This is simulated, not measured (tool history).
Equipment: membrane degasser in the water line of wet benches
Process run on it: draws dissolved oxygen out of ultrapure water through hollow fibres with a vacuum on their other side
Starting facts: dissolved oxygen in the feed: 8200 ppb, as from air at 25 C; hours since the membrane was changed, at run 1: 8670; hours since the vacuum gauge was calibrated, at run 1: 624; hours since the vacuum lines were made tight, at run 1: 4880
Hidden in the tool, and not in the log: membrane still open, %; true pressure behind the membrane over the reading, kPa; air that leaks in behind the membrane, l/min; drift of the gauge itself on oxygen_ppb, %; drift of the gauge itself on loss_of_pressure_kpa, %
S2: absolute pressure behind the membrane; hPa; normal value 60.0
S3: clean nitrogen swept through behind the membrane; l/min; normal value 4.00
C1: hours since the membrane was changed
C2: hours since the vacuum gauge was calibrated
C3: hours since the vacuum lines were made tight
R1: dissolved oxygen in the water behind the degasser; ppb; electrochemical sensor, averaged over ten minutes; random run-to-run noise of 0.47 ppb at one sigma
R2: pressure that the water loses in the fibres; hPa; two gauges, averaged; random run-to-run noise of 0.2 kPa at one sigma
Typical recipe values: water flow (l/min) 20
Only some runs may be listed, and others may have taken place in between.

run 1 hour=0.0 | water_flow_(l/min)=20 S2=60.0 S3=4.00 | C1=8670 C2=624 C3=4880 | R1=39.7 R2=456.2
run 2 hour=166.8 | water_flow_(l/min)=20 S2=60.0 S3=4.00 | C1=8837 C2=791 C3=5047 | R1=38.4 R2=457.8
run 3 hour=341.5 | water_flow_(l/min)=20 S2=60.0 S3=4.00 | C1=9012 C2=965 C3=5222 | R1=39.0 R2=456.4
run 4 hour=491.2 | water_flow_(l/min)=20 S2=60.0 S3=4.00 | C1=9161 C2=1115 C3=5371 | R1=39.2 R2=457.7
run 5 hour=615.6 | water_flow_(l/min)=20 S2=60.0 S3=4.00 | C1=9286 C2=1240 C3=5496 | R1=38.6 R2=457.3
run 6 hour=802.0 | water_flow_(l/min)=20 S2=60.0 S3=4.00 | C1=9472 C2=1426 C3=5682 | R1=38.4 R2=459.4
run 7 hour=961.0 | water_flow_(l/min)=20 S2=60.0 S3=4.00 | C1=9631 C2=1585 C3=5841 | R1=39.7 R2=458.5
run 8 hour=1167.0 | water_flow_(l/min)=15 S2=60.0 S3=4.00 | C1=9837 C2=1791 C3=6047 | R1=28.0 R2=343.6
run 9 hour=1400.7 | water_flow_(l/min)=15 S2=60.0 S3=4.00 | C1=10071 C2=2025 C3=6281 | R1=27.5 R2=347.0
run 10 hour=1551.1 | water_flow_(l/min)=20 S2=60.0 S3=4.00 | C1=10221 C2=2175 C3=6431 | R1=40.0 R2=465.6
run 11 hour=1736.6 | water_flow_(l/min)=20 S2=91.0 S3=4.00 | C1=10407 C2=2361 C3=6617 | R1=77.1 R2=463.7
run 12 hour=1839.6 | water_flow_(l/min)=20 S2=60.0 S3=4.00 | C1=10510 C2=2464 C3=6720 | R1=39.3 R2=462.2
run 13 hour=2044.6 | water_flow_(l/min)=20 S2=60.0 S3=4.00 | C1=10715 C2=2669 C3=6925 | R1=40.1 R2=464.0
run 14 hour=2173.4 | water_flow_(l/min)=20 S2=60.0 S3=4.00 | C1=10844 C2=2797 C3=7054 | R1=40.4 R2=464.6
run 15 hour=2404.4 | water_flow_(l/min)=20 S2=52.0 S3=4.00 | C1=11075 C2=3028 C3=7285 | R1=30.7 R2=468.1
run 16 hour=2538.9 | water_flow_(l/min)=20 S2=52.0 S3=4.00 | C1=11209 C2=3163 C3=7419 | R1=29.9 R2=466.5
run 17 hour=2654.1 | water_flow_(l/min)=20 S2=52.0 S3=4.00 | C1=11324 C2=3278 C3=7534 | R1=30.3 R2=468.2
run 18 hour=2759.2 | water_flow_(l/min)=18 S2=128.6 S3=7.85 | C1=11429 C2=3383 C3=7639 | R1=60.3 R2=421.3
run 19 hour=2969.7 | water_flow_(l/min)=20 S2=73.6 S3=2.05 | C1=11640 C2=3594 C3=7850 | R1=101.7 R2=472.5
run 20 hour=3198.7 | water_flow_(l/min)=20 S2=73.6 S3=2.05 | C1=11869 C2=3823 C3=8079 | R1=103.7 R2=470.5
run 21 hour=3422.1 | water_flow_(l/min)=20 S2=73.6 S3=2.05 | C1=12092 C2=4046 C3=8302 | R1=105.8 R2=475.3
run 22 hour=3521.1 | water_flow_(l/min)=24 S2=60.0 S3=3.78 | C1=12191 C2=4145 C3=8401 | R1=53.0 R2=568.8
run 23 hour=3734.7 | water_flow_(l/min)=12 S2=45.0 S3=9.65 | C1=12405 C2=4359 C3=8615 | R1=4.8 R2=282.5
run 24 hour=3894.4 | water_flow_(l/min)=22 S2=119.4 S3=8.80 | C1=12565 C2=4518 C3=8775 | R1=63.3 R2=523.5
run 25 hour=4042.0 | water_flow_(l/min)=14 S2=104.0 S3=6.80 | C1=12712 C2=4666 C3=8922 | R1=40.3 R2=331.8
run 26 hour=4233.4 | water_flow_(l/min)=14 S2=82.8 S3=2.80 | C1=12904 C2=4857 C3=9114 | R1=67.1 R2=333.6
-- hour=4321.6 seals of the vacuum lines changed
run 27 hour=4422.7 | water_flow_(l/min)=12 S2=53.1 S3=9.42 | C1=13091 C2=5045 C3=101 | R1=7.8 R2=285.2
run 28 hour=4577.4 | water_flow_(l/min)=30 S2=60.0 S3=7.42 | C1=13246 C2=5199 C3=256 | R1=47.9 R2=718.2
run 29 hour=4799.3 | water_flow_(l/min)=15 S2=143.1 S3=2.17 | C1=13468 C2=5421 C3=478 | R1=187.0 R2=359.5
run 30 hour=4992.5 | water_flow_(l/min)=12 S2=41.6 S3=8.43 | C1=13661 C2=5615 C3=671 | R1=4.9 R2=287.8
run 31 hour=5154.4 | water_flow_(l/min)=12 S2=41.6 S3=8.43 | C1=13823 C2=5776 C3=833 | R1=4.7 R2=285.5
run 32 hour=5270.4 | water_flow_(l/min)=26 S2=60.0 S3=6.02 | C1=13939 C2=5892 C3=949 | R1=43.8 R2=625.5
run 33 hour=5493.2 | water_flow_(l/min)=22 S2=102.6 S3=4.00 | C1=14161 C2=6115 C3=1172 | R1=104.2 R2=529.4

Each row is a separate what-if for the run after 33, all from the same tool condition, not one after another. Results?
run A hour=5609.5 | water_flow_(l/min)=14 S2=102.6 S3=8.36 | C1=14278 C2=6232 C3=1288 | R1=? R2=?
run B hour=5609.5 | water_flow_(l/min)=25 S2=43.4 S3=4.00 | C1=14278 C2=6232 C3=1288 | R1=? R2=?
run C hour=5609.5 | water_flow_(l/min)=19 S2=60.0 S3=6.56 | C1=14278 C2=6232 C3=1288 | R1=? R2=?

run=A R1=32.0 R2=340.0
run=B R1=30.5 R2=603.7
run=C R1=26.0 R2=460.3
Had the tool no hidden state, the same runs would have come out as:
run=A R1=30.0 R2=296.0
run=B R1=20.9 R2=525.1
run=C R1=21.6 R2=400.4
